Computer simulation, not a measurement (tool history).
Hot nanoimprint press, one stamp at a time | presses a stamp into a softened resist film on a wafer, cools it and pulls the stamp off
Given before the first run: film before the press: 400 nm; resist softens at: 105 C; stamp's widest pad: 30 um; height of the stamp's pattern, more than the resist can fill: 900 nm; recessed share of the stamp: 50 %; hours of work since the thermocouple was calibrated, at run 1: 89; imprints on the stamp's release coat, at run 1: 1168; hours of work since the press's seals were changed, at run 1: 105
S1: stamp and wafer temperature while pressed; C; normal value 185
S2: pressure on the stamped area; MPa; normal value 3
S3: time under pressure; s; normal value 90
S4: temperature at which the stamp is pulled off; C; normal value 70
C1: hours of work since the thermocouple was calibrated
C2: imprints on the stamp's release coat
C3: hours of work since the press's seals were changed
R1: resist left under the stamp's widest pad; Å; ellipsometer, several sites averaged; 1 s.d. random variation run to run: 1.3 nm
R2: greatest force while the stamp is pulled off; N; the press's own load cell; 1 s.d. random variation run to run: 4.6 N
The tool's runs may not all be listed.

run   hour   S1  S2   S3  S4   C1    C2   C3    R1   R2
  1      0  185   3   90  70   89  1168  105  2053  312
  2    8.4  185   3   90  70   95  1194  112  2078  332
  3   15.9  185   3   90  70  101  1217  118  2037  321
  4   20.5  185   3   90  70  104  1231  121  2062  329
  5   26.5  185   3   90  70  109  1249  126  2070  323
  6   33.6  185   3   90  70  114  1271  131  2048  338
  7   43.8  185   3   90  70  122  1302  139  2052  324
  8   53.7  185   3   90  70  130  1333  147  2036  339
  9   61.3  185   3   90  70  136  1356  152  2061  324
      65.1  -- plate thermocouple calibrated
 10     73  185   3   90  70    6  1383  159  2036  332
 11   79.1  185   3   90  70   11  1401  164  2029  342
 12   83.5  186   3   90  70   14  1415  167  1991  335
 13   93.5  185   3   90  67   22  1445  175  2045  361
 14  102.3  185   3   90  67   29  1472  182  2053  346
 15  110.2  185   3   90  67   35  1497  188  2022  370
     116.7  -- plate thermocouple calibrated, once more
 16  122.3  185   3   90  67    4  1524  195  2065  372
 17  128.8  185   3   90  67    9  1544  200  2088  385
 18  133.7  185   3   90  74   13  1559  203  2069  340
 19    140  185   3   90  74   18  1579  208  2085  340
 20  144.9  185   3  108  70   22  1594  212  1937  361
 21  149.1  185   3  108  70   25  1606  215  1945  350

Run 22 comes next. What will it give?
 22  157.7  182  2.5  90  58  32  1633  222   ?   ?

R1: 2418 Å
R2: 407 N
On a tool with no hidden condition, and with the same random variation, this run would have come out at R1 2425 Å, R2 253 N.

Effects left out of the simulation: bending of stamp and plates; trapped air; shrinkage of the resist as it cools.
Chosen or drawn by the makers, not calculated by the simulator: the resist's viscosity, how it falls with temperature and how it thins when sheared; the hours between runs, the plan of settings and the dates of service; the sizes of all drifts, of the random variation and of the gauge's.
